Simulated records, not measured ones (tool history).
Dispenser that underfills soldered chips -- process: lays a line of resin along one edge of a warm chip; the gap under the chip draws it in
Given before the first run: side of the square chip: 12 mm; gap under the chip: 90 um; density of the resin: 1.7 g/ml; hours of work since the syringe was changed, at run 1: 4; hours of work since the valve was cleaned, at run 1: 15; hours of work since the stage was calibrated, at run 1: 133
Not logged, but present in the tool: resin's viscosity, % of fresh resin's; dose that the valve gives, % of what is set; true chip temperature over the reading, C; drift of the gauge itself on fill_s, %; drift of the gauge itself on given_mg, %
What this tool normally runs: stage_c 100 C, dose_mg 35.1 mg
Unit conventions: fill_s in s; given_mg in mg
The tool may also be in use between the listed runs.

run   hour  stage_c  dose_mg  hours of work since the syringe was changed  hours of work since the valve was cleaned  hours of work since the stage was calibrated  fill_s  given_mg
  1    0.0      100     35.1                                            4                                         15                                           133    65.5     34.95
  2    4.7      100     35.1                                            8                                         19                                           136    77.9     34.67
  3    7.8      100     34.9                                           10                                         21                                           139    88.8     34.53
       8.8  -- new syringe of resin
  4   12.5      107     35.1                                            3                                         25                                           142    43.8     34.69
  5   14.6      107     35.1                                            4                                         26                                           144    47.2     34.53
  6   16.8      100     35.1                                            6                                         28                                           145    69.7     34.50
  7   21.2      100     35.1                                            9                                         31                                           149    82.2     34.49
      23.5  -- new syringe of resin
  8   24.0      100     35.1                                            0                                         33                                           151    52.9     34.54
  9   26.9      104     35.1                                            3                                         35                                           153    49.3     34.20
 10   30.7      100     35.1                                            6                                         38                                           156    67.7     34.13
 11   34.1      100     35.1                                            8                                         41                                           158    76.8     34.17
 12   37.3      100     38.1                                           11                                         43                                           161    87.3     37.10
      38.3  -- new syringe of resin
 13   41.5      100     38.1                                            2                                         46                                           164    57.8     37.25
 14   43.5      100     38.1                                            4                                         48                                           165    63.4     37.15
 15   48.3      100     38.1                                            8                                         52                                           169    75.2     36.79
 16   50.2      113     38.1                                            9                                         53                                           170    47.0     37.18
      52.9  -- new syringe of resin
 17   55.1       91     37.4                                            2                                         57                                           174    84.2     35.97
 18   58.6       91     37.4                                            4                                         59                                           177    96.5     36.40
 19   63.0       97     39.9                                            8                                         63                                           180    84.8     38.68
 20   66.2       97     39.9                                           10                                         65                                           182    96.9     38.44
      67.5  -- new syringe of resin
 21   68.9       90     38.3                                            1                                         67                                           184    86.9     36.80
 22   73.7       90     38.3                                            5                                         71                                           188   103.9     36.91
 23   75.9      105     39.0                                            6                                         72                                           190    56.3     37.78
 24   78.3      103     33.4                                            8                                         74                                           191    69.0     31.91
 25   80.4      103     33.4                                           10                                         76                                           193    75.6     31.99
      82.1  -- new syringe of resin
 26   83.8       91     32.7                                            1                                         78                                           195    82.5     31.51
 27   87.1       91     32.7                                            4                                         81                                           198    93.6     31.08
 28   90.4      113     43.7                                            6                                         83                                           200    39.5     41.62
 29   94.5      113     43.7                                            9                                         86                                           204    46.1     41.87
      96.7  -- new syringe of resin
 30   98.0      107     37.6                                            1                                         89                                           206    39.8     35.88
 31  102.3      107     45.0                                            4                                         92                                           209    46.2     42.73
 32  107.0       87     38.7                                            8                                         96                                           213   139.4     36.82

Hidden condition of the tool, last listed run before each entry between runs versus first listed run after:
Logged between run 3 and run 4: new syringe of resin (hour 8.8)
  resin's viscosity, % of fresh resin's: 169.4 -> 114.6; dose that the valve gives, % of what is set: 98.72 -> 98.54; true chip temperature over the reading, C: 0.53 -> 0.55
  measured less the result without the state, fill_s: +35.2 -> +4.7 s; given_mg: -0.45 -> -0.51 mg
Logged between run 7 and run 8: new syringe of resin (hour 23.5)
  resin's viscosity, % of fresh resin's: 159.3 -> 101.1; dose that the valve gives, % of what is set: 98.21 -> 98.12; true chip temperature over the reading, C: 0.58 -> 0.59
  measured less the result without the state, fill_s: +29.5 -> -0.7 s; given_mg: -0.63 -> -0.66 mg
Logged between run 12 and run 13: new syringe of resin (hour 38.3)
  resin's viscosity, % of fresh resin's: 166.9 -> 113.5; dose that the valve gives, % of what is set: 97.58 -> 97.43; true chip temperature over the reading, C: 0.64 -> 0.66
  measured less the result without the state, fill_s: +33.7 -> +5.6 s; given_mg: -0.92 -> -0.98 mg
Logged between run 16 and run 17: new syringe of resin (hour 52.9)
  resin's viscosity, % of fresh resin's: 158.1 -> 108.9; dose that the valve gives, % of what is set: 97.07 -> 96.89; true chip temperature over the reading, C: 0.69 -> 0.71
  measured less the result without the state, fill_s: +16.5 -> +4.4 s; given_mg: -1.12 -> -1.15 mg
Logged between run 20 and run 21: new syringe of resin (hour 67.5)
  resin's viscosity, % of fresh resin's: 165.1 -> 106.6; dose that the valve gives, % of what is set: 96.46 -> 96.36; true chip temperature over the reading, C: 0.75 -> 0.76
  measured less the result without the state, fill_s: +36.2 -> +2.7 s; given_mg: -1.41 -> -1.38 mg
Logged between run 25 and run 26: new syringe of resin (hour 82.1)
  resin's viscosity, % of fresh resin's: 164.4 -> 106.3; dose that the valve gives, % of what is set: 95.89 -> 95.78; true chip temperature over the reading, C: 0.81 -> 0.82
  measured less the result without the state, fill_s: +28.4 -> +2.5 s; given_mg: -1.37 -> -1.39 mg
Logged between run 29 and run 30: new syringe of resin (hour 96.7)
  resin's viscosity, % of fresh resin's: 159.4 -> 105.7; dose that the valve gives, % of what is set: 95.33 -> 95.2; true chip temperature over the reading, C: 0.86 -> 0.87
  measured less the result without the state, fill_s: +16.1 -> +0.9 s; given_mg: -2.05 -> -1.81 mg

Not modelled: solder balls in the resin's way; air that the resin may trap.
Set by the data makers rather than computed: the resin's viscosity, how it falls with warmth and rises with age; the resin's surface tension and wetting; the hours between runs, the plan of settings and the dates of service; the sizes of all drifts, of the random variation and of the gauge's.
